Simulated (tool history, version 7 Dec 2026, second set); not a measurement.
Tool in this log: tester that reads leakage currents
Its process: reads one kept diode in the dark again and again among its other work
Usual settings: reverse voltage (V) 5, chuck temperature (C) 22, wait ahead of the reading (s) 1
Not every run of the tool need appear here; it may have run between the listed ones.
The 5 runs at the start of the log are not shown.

run    hour  reverse voltage (V)  chuck temperature (C)  wait ahead of the reading (s)  current that the tester gives (pA)
  6   422.4                    5                     22                           2.42                               18.75
  7   507.8                    5                     22                              1                               19.72
  8     608                    5                     22                              1                               19.95
  9   685.6                    5                     23                              1                               21.22
      752.6  -- probe card cleaned and baked
 10   779.6                    5                     23                              1                               13.14
 11   834.4                    5                     23                              1                               13.18
 12   902.5                    5                     22                            1.1                               12.22
 13   983.5                    5                     22                            1.1                               12.46
 14    1052                    5                     22                            1.1                               12.79
 15  1127.2                    5                     22                            1.1                               13.08
 16  1177.8                    5                     22                            1.1                               13.09
 17  1254.3                    5                     22                            1.1                               13.41
 18  1318.1                    5                     22                              1                               13.65
 19  1410.5                    5                     22                              1                                13.9
     1473.2  -- chuck's temperature calibrated
 20  1525.3                    5                     24                              1                               19.46
 21  1631.5                    5                     24                              1                               19.49
 22  1725.8                    5                     24                              1                               19.71
 23  1809.3                15.21                     26                           1.32                               48.24
 24  1885.4                15.21                     26                           1.32                               48.77
 25  1988.9                15.27                     35                           2.01                               86.94
 26  2074.1                15.27                     35                           2.01                               87.71
 27  2124.2                15.27                     35                           2.01                               87.95
 28  2196.3                  1.3                     32                              1                               14.98

The next listed run, before its measurement:
 29  2290.5                  1.3                     32                              1                                   ?

current that the tester gives (pA): 15.06
Take away the tool's hidden state, keep the run-to-run variation as it was, and the same run would have given current that the tester gives (pA) 14.62.
